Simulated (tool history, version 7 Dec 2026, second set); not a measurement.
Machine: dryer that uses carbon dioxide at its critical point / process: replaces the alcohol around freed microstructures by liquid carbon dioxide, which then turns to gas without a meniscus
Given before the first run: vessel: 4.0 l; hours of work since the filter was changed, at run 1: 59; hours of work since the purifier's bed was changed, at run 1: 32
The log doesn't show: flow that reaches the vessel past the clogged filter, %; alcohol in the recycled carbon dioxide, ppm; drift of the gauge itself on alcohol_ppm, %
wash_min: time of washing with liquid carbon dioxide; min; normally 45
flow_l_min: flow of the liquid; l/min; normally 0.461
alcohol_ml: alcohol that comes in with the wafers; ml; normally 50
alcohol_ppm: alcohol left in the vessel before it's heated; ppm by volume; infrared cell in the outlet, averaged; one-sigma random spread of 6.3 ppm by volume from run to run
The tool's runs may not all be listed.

| run | hour | wash_min | flow_l_min | alcohol_ml | hours of work since the filter was changed | hours of work since the purifier's bed was changed | alcohol_ppm |
|---|---|---|---|---|---|---|---|
| 1 | 0 | 45 | 0.461 | 50 | 59 | 32 | 265 |
| 2 | 3.9 | 45 | 0.381 | 50 | 60 | 33 | 506 |
| 3 | 11.4 | 45 | 0.381 | 50 | 62 | 36 | 514 |
| 4 | 15.2 | 45 | 0.461 | 50 | 63 | 37 | 276 |
| 5 | 20.3 | 45 | 0.461 | 50 | 65 | 38 | 274 |
| 6 | 28.4 | 45 | 0.461 | 50 | 67 | 41 | 278 |
| 7 | 36.2 | 45 | 0.461 | 50 | 70 | 43 | 277 |
| 8 | 44.9 | 45 | 0.461 | 50 | 73 | 46 | 284 |
| 9 | 52.6 | 45 | 0.692 | 50 | 75 | 49 | 52 |
| 10 | 59.6 | 45 | 0.692 | 50 | 77 | 51 | 53 |
| 11 | 64.8 | 45 | 0.692 | 50 | 79 | 52 | 56 |
| 12 | 73 | 45 | 0.692 | 50 | 81 | 55 | 53 |
| 13 | 78 | 45 | 0.692 | 50 | 83 | 57 | 66 |
| 14 | 83 | 45 | 0.295 | 50 | 85 | 58 | 1068 |
| 15 | 89 | 45 | 0.461 | 50 | 86 | 60 | 286 |
| 16 | 93.6 | 45 | 0.461 | 50 | 88 | 61 | 277 |
| 17 | 101.9 | 45 | 0.461 | 50 | 91 | 64 | 276 |
| 18 | 110.2 | 38 | 0.461 | 50 | 93 | 67 | 487 |
| 19 | 118.7 | 38 | 0.461 | 50 | 96 | 69 | 494 |
| 20 | 126.2 | 38 | 0.461 | 50 | 98 | 72 | 489 |
| 21 | 132.3 | 45 | 0.461 | 50 | 100 | 74 | 286 |
| 22 | 138.2 | 45 | 0.461 | 107 | 102 | 75 | 578 |
| 23 | 145.9 | 45 | 0.461 | 50 | 104 | 78 | 271 |
| 24 | 150.7 | 71 | 0.657 | 36 | 106 | 79 | 18 |
| 25 | 156.1 | 30 | 0.461 | 26 | 108 | 81 | 509 |
| 26 | 163.8 | 67 | 0.461 | 26 | 110 | 83 | 48 |
| 27 | 167.7 | 51 | 0.433 | 34 | 111 | 85 | 161 |
| 28 | 173.1 | 51 | 0.433 | 87 | 113 | 86 | 384 |
| 29 | 180.4 | 35 | 0.461 | 46 | 115 | 89 | 607 |
| 30 | 187.2 | 42 | 0.461 | 27 | 117 | 91 | 211 |
| 31 | 194.5 | 35 | 0.604 | 30 | 120 | 93 | 168 |
| 32 | 201.3 | 35 | 0.604 | 30 | 122 | 95 | 174 |
| 33 | 210.1 | 35 | 0.604 | 30 | 124 | 98 | 178 |
| 34 | 216.9 | 45 | 0.294 | 50 | 127 | 100 | 1116 |
| 35 | 221 | 59 | 0.6 | 93 | 128 | 101 | 53 |
| 36 | 227.9 | 37 | 0.35 | 50 | 130 | 104 | 1169 |
| 37 | 234.6 | 37 | 0.35 | 50 | 132 | 106 | 1134 |
| 38 | 241.9 | 29 | 0.462 | 61 | 134 | 108 | 1305 |
| 39 | 247.3 | 29 | 0.462 | 61 | 136 | 110 | 1257 |
| 40 | 255.6 | 48 | 0.462 | 64 | 139 | 112 | 301 |
| 41 | 262.8 | 31 | 0.461 | 98 | 141 | 114 | 1752 |
| 42 | 269.2 | 31 | 0.461 | 98 | 143 | 116 | 1776 |
| 43 | 277.9 | 56 | 0.669 | 91 | 146 | 119 | 45 |
| 44 | 285.9 | 56 | 0.669 | 91 | 148 | 122 | 53 |
| 45 | 294.7 | 56 | 0.669 | 91 | 151 | 124 | 52 |
| 46 | 302.4 | 56 | 0.669 | 91 | 153 | 127 | 57 |

Alternative continuations, all from the tool just after run 46; predict every row:
| A | 308.2 | 56 | 0.432 | 91 | 155 | 129 | ? |
| B | 308.2 | 65 | 0.615 | 71 | 155 | 129 | ? |
| C | 308.2 | 34 | 0.606 | 50 | 155 | 129 | ? |
| D | 308.2 | 63 | 0.482 | 69 | 155 | 129 | ? |

| run | alcohol_ppm |
|---|---|
| A | 289 |
| B | 39 |
| C | 305 |
| D | 84 |
Take away the tool's hidden state, keep each run's random variation, and the runs would have read:
| run | alcohol_ppm |
|---|---|
| A | 249 |
| B | 19 |
| C | 268 |
| D | 60 |
